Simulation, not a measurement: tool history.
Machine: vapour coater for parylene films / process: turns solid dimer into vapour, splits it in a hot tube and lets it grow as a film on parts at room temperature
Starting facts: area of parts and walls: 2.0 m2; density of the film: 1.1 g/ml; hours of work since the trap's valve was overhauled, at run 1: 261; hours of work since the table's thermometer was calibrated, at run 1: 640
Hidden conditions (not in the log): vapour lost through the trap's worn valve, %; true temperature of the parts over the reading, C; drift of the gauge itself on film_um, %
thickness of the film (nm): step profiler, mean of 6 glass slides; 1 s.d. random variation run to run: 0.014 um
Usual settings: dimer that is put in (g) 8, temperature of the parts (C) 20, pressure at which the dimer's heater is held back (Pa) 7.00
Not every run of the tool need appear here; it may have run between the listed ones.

run   hour  dimer that is put in (g)  temperature of the parts (C)  pressure at which the dimer's heater is held back (Pa)  hours of work since the trap's valve was overhauled  hours of work since the table's thermometer was calibrated  thickness of the film (nm)
  1    0.0                         8                            20                                                    7.00                                                  261                                                         640                        2090
      12.8  -- trap's valve overhauled
  2   31.1                         8                            20                                                    7.00                                                   15                                                         662                        2270
  3   43.2                         8                            20                                                    7.00                                                   25                                                         672                        2220
  4   71.9                         8                            20                                                    7.00                                                   48                                                         695                        2250
  5   89.0                         8                            20                                                    7.00                                                   62                                                         709                        2220
  6  111.8                         4                            20                                                    7.00                                                   81                                                         728                        1110
  7  137.0                         4                            20                                                    7.00                                                  101                                                         748                        1090
  8  149.8                        13                            21                                                    2.62                                                  112                                                         759                        4080
  9  176.5                        11                            17                                                    7.00                                                  133                                                         780                        3200
 10  188.7                        11                            19                                                    7.00                                                  143                                                         790                        3050
 11  214.9                         3                            24                                                    8.57                                                  165                                                         812                         720
 12  233.0                         7                            28                                                    7.00                                                  179                                                         826                        1560
 13  261.3                         7                            15                                                    4.06                                                  203                                                         849                        2280
 14  288.5                         4                            15                                                    3.66                                                  225                                                         872                        1320

Each row is a separate what-if for the run after 14, all from the same tool condition, not one after another. Results?
  A  314.6                         4                            18                                                    7.40                                                  246                                                         893                           ?
  B  314.6                        11                            18                                                    8.06                                                  246                                                         893                           ?
  C  314.6                        10                            15                                                    6.55                                                  246                                                         893                           ?

run  thickness of the film (nm)
  A                        1080
  B                        2990
  C                        2930
What these runs would have given with no unlogged condition in the tool:
run  thickness of the film (nm)
  A                        1160
  B                        3220
  C                        3150
